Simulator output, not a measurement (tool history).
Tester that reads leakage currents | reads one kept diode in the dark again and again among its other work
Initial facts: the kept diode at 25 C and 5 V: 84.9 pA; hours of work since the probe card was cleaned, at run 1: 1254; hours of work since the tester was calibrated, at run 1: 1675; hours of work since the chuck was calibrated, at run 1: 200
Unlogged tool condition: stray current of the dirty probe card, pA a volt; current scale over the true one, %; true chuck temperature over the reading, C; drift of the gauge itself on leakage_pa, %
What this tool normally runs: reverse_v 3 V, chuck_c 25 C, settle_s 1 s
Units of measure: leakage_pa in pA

run    hour  reverse_v  chuck_c  settle_s  hours of work since the probe card was cleaned  hours of work since the tester was calibrated  hours of work since the chuck was calibrated  leakage_pa
  1       0          3       25         1                                            1254                                           1675                                           200       63.92
  2    42.1       1.05       25         1                                            1280                                           1702                                           226       34.18
  3    83.2       1.05       25         1                                            1306                                           1727                                           252       34.08
  4     121       1.05       25         1                                            1330                                           1751                                           276       34.26
  5   167.8          3       25         1                                            1359                                           1781                                           305       63.59
  6   209.1          3       25         1                                            1385                                           1807                                           331       63.82
  7   248.4          3       25         1                                            1410                                           1831                                           356       63.57
  8   306.1          3       44         1                                            1446                                           1868                                           392      331.72
  9   338.1          3       44         1                                            1467                                           1888                                           412      332.08
 10   387.3          3       44      4.94                                            1497                                           1919                                           443      331.07
 11   445.3          3       44      4.94                                            1534                                           1955                                           480      332.05
 12   487.8          3       25         1                                            1561                                           1982                                           507       63.45
 13   518.7          3       58         1                                            1580                                           2001                                           526       998.6
 14   564.5          3       58         1                                            1609                                           2030                                           555     1000.19
 15   608.6          3       25         1                                            1637                                           2058                                           583       63.96
      627.1  -- probe card cleaned and baked
 16   643.7          3       25         1                                              10                                           2078                                           603       63.71
 17   671.9          3       25         1                                              28                                           2096                                           621       63.98
 18   710.7          3       25         1                                              53                                           2120                                           645       63.35
 19   737.5          3       25         1                                              69                                           2137                                           662       63.17
 20     782          3       25         1                                              97                                           2165                                           690       63.59
 21   821.9       1.91       33         1                                             122                                           2190                                           715       99.48
      826.9  -- chuck's temperature calibrated
 22   871.3      13.12       25         1                                             152                                           2220                                            28      153.29
 23   898.9       5.42       55      0.64                                             170                                           2237                                            45     1139.36
 24   932.1       1.13       25       2.1                                             191                                           2258                                            66       35.54
 25   958.9      11.33       25      0.38                                             207                                           2275                                            83      146.36
 26  1015.7      11.33       25      0.38                                             243                                           2311                                           119      146.95
 27    1080       7.38       28      4.22                                             284                                           2351                                           159      141.55
 28  1130.1       2.98       22      1.44                                             315                                           2383                                           191       47.87
 29  1160.1        6.3       49         1                                             334                                           2402                                           210      771.09
 30  1190.7          3       45      2.07                                             353                                           2421                                           229      360.33
 31  1221.9          3       45      2.07                                             373                                           2441                                           248      359.67
 32  1288.2          3       45      2.07                                             415                                           2482                                           290       361.1
 33  1337.5      18.07       25      0.39                                             446                                           2513                                           321       195.9
 34  1390.2      18.07       28       0.4                                             479                                           2546                                           354      251.88
 35  1447.3       1.18       46         1                                             515                                           2582                                           390      224.41
 36  1480.8       5.16       25         1                                             536                                           2603                                           411       88.54
 37  1537.6       9.46       23      0.55                                             571                                           2639                                           447      107.61
 38    1603        6.3       58         1                                             613                                           2680                                           488     1551.24
 39  1663.3       8.11       25      4.03                                             650                                           2718                                           526      113.63
 40  1722.5       8.11       25      4.03                                             688                                           2755                                           563      114.38

Below, some changes in leakage_pa between adjacent runs. For each, the amount present without the hidden state too (settings, incoming material, random variation) and the amount remaining for the hidden state with gauge scatter not shared by both compared results:
Run 14 -> 15: chuck_c 58 -> 25. leakage_pa -936.23 pA: hidden state +1.52, all else -937.75.
Run 23 -> 24: reverse_v 5.42 -> 1.13, chuck_c 55 -> 25, settle_s 0.64 -> 2.1. leakage_pa -1103.82 pA: hidden state +0.18, all else -1104.
Run 37 -> 38: reverse_v 9.46 -> 6.3, chuck_c 23 -> 58, settle_s 0.55 -> 1. leakage_pa +1443.63 pA: hidden state -1.87, all else +1445.5.
Run 38 -> 39: reverse_v 6.3 -> 8.11, chuck_c 58 -> 25, settle_s 1 -> 4.03. leakage_pa -1437.61 pA: hidden state +1.83, all else -1439.44.
